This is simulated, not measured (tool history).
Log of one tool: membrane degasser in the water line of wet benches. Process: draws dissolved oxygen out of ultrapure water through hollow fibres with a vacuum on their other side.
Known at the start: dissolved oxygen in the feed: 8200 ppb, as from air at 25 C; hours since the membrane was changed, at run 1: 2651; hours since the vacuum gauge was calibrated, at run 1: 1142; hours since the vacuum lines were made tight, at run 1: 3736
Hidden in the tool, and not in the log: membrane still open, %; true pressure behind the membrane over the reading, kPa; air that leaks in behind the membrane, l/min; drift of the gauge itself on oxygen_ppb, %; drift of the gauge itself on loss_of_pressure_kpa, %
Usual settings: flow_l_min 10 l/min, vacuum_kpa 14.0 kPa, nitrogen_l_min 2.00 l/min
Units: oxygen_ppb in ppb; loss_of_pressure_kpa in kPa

run   hour  flow_l_min  vacuum_kpa  nitrogen_l_min  hours since the membrane was changed  hours since the vacuum gauge was calibrated  hours since the vacuum lines were made tight  oxygen_ppb  loss_of_pressure_kpa
  1    0.0          10        14.0            2.00                                  2651                                         1142                                          3736       181.2                 54.10
  2   40.4          10        14.0            2.00                                  2692                                         1183                                          3777       185.1                 54.27
  3  127.1          10        14.0            2.00                                  2778                                         1269                                          3864       181.2                 54.53
  4  193.0          10        14.0            2.00                                  2844                                         1335                                          3929       182.9                 54.65
  5  271.8          10        14.0            2.00                                  2923                                         1414                                          4008       183.2                 54.27
  6  362.5          10        14.0            2.00                                  3014                                         1505                                          4099       184.4                 54.29
  7  405.7           7        14.0            2.00                                  3057                                         1548                                          4142       108.4                 37.90
     409.9  -- vacuum gauge calibrated
  8  455.7          13        14.0            2.00                                  3106                                           46                                          4192       286.5                 70.65
  9  517.7          10        14.0            2.00                                  3168                                          108                                          4254       185.0                 54.04
 10  587.7          10        14.0            2.00                                  3238                                          178                                          4324       184.9                 54.65
 11  629.8          14        14.0            2.00                                  3280                                          220                                          4366       333.0                 76.55
 12  678.8          10        15.1            1.38                                  3329                                          269                                          4415       260.7                 54.67
 13  724.2          10        27.6            2.19                                  3375                                          314                                          4460       320.9                 54.30
 14  760.8          10        27.6            2.19                                  3411                                          351                                          4497       323.5                 54.44

Forecast run 15:
     813.6  -- vacuum gauge calibrated, once more
 15  816.2          12        14.0            2.00                                  3466                                            3                                          4552           ?                     ?

{"run 15": {"oxygen_ppb": 251.3, "loss_of_pressure_kpa": 65.53}}
Without the tool's hidden state the same run would have given oxygen_ppb 241.5 ppb, loss_of_pressure_kpa 64.43 kPa.
